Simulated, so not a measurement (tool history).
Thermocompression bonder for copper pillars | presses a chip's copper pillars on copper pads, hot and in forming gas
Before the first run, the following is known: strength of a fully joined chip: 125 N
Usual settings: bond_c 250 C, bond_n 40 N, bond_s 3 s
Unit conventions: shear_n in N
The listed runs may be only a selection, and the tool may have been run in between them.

run	hour	bond_c	bond_n	bond_s	shear_n
1	0	250	40	3	83.3
2	28.4	250	40	3	80.4
# hour 54.6: forming gas filter changed
3	55.5	250	40	3	86.3
4	79.2	250	40	3	83.6
5	106.7	250	40	3	84.9
6	152.6	250	40	3	84.7
7	188.9	250	35	3	77.2
8	221.8	250	35	3	76.1
9	255.5	250	35	3	74.7
10	276.3	250	35	3	75.5
11	304.4	250	35	3	76.3
12	329.7	250	35	3	73.3
13	355.9	250	39	3	79.3
14	390.2	250	40	3	82
15	438.9	250	40	7	100.4
16	479.8	250	40	7	98
17	520.9	250	42	3	83.4
18	569.9	250	42	3	84.1
19	602.9	250	40	3	79.9
20	627.8	250	40	3	78.6
21	649.8	250	27	3	57.5
# hour 674.7: forming gas filter changed
22	674.7	274	32	3	84.4
23	696.5	264	33	3	80.3
24	734.4	264	28	6	84.9
25	771.2	252	28	2	52.2
26	798.8	257	47	8	111.8
27	819.9	265	29	6	85.7
28	857.9	238	33	3	60.4
# hour 863.8: heater calibrated with a thermocouple chip
29	903	238	33	3	67.7
30	946.1	253	38	6	100
31	979.2	260	25	2	59.7
32	1010.3	222	35	3	59.3
33	1060.4	250	26	3	62.1
34	1091.8	250	26	3	61.1
35	1113.2	279	60	5	120.9
36	1144.6	229	29	3	52.1
37	1169.3	229	29	3	53.9
38	1211.5	263	57	3	109
39	1233.6	279	31	4	93.9
40	1256	257	26	4	69.2

Below, each run's measurement less what the same run would have read without the hidden state. Both values contain the same run-to-run variation, but the gauge's scatter may not be the same in both:
Hidden state present: true temperature of the bond over the reading, C; force that reaches the chip, % of what is set; oxide that the forming gas leaves, % of the face; drift of the gauge itself on shear_n, %.
run	shear_n
1	-8.5
2	-8.7
3	-5.2
4	-5.4
5	-5.8
6	-6.3
7	-7
8	-7.3
9	-7.6
10	-8
11	-8.4
12	-8.5
13	-8.7
14	-9.3
15	-8.9
16	-9.3
17	-10.7
18	-11.5
19	-11.8
20	-12.1
21	-11.3
22	-8.3
23	-9.1
24	-9.1
25	-9.3
26	-5.9
27	-10
28	-11.4
29	-2
30	-2.9
31	-2.6
32	-2.9
33	-3.5
34	-3.8
35	-4.2
36	-4
37	-4.3
38	-5.8
39	-6.4
40	-6
